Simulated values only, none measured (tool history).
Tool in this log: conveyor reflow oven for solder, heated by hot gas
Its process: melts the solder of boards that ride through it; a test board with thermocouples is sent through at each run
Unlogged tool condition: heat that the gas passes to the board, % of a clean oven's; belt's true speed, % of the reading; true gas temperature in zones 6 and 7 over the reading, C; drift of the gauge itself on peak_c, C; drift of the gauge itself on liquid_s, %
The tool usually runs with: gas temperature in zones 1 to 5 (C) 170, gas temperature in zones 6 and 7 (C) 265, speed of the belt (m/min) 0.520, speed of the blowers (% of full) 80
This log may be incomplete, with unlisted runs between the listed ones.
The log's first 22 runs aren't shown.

| run | day | gas temperature in zones 1 to 5 (C) | gas temperature in zones 6 and 7 (C) | speed of the belt (m/min) | speed of the blowers (% of full) | hours of work since the flux was cleaned out | hours of work since the belt drive was overhauled | hours of work since the thermocouples were changed | highest temperature of the board (C) | time above the solder's melting point (s) |
|---|---|---|---|---|---|---|---|---|---|---|
| 23 | 21.571 | 170 | 276 | 0.520 | 80 | 104 | 1032 | 640 | 264.69 | 77.94 |
| 24 | 22.162 | 180 | 266 | 0.441 | 85 | 111 | 1039 | 647 | 260.15 | 94.98 |
| 25 | 22.788 | 170 | 256 | 0.520 | 60 | 117 | 1045 | 653 | 243.80 | 60.83 |
| 26 | 24.125 | 170 | 256 | 0.520 | 60 | 132 | 1060 | 668 | 243.83 | 60.67 |
|  | 25.154 | belt drive overhauled, speed set with a stopwatch |
| 27 | 25.225 | 161 | 265 | 0.606 | 80 | 142 | 1 | 678 | 248.78 | 52.51 |
| 28 | 26.525 | 161 | 265 | 0.514 | 80 | 156 | 15 | 692 | 253.50 | 68.27 |
| 29 | 27.708 | 170 | 262 | 0.498 | 77 | 168 | 27 | 704 | 252.37 | 73.29 |
| 30 | 28.338 | 170 | 262 | 0.498 | 77 | 175 | 34 | 711 | 252.33 | 73.25 |
| 31 | 29.279 | 170 | 262 | 0.498 | 77 | 185 | 44 | 721 | 252.35 | 73.28 |
| 32 | 30.704 | 185 | 279 | 0.498 | 77 | 201 | 60 | 737 | 269.88 | 90.21 |

Below are 3 alternative next runs, each starting from the tool's condition after run 32. Predict each:
| A | 31.600 | 185 | 262 | 0.594 | 77 | 210 | 69 | 746 | ? | ? |
| B | 31.600 | 177 | 279 | 0.498 | 77 | 210 | 69 | 746 | ? | ? |
| C | 31.600 | 170 | 265 | 0.520 | 60 | 210 | 69 | 746 | ? | ? |

| run | highest temperature of the board (C) | time above the solder's melting point (s) |
|---|---|---|
| A | 250.08 | 64.10 |
| B | 269.06 | 86.57 |
| C | 252.05 | 68.24 |
Stripped of hidden state, with their random variation kept, the same runs would have yielded:
| run | highest temperature of the board (C) | time above the solder's melting point (s) |
|---|---|---|
| A | 250.10 | 64.13 |
| B | 269.07 | 86.58 |
| C | 252.06 | 68.27 |
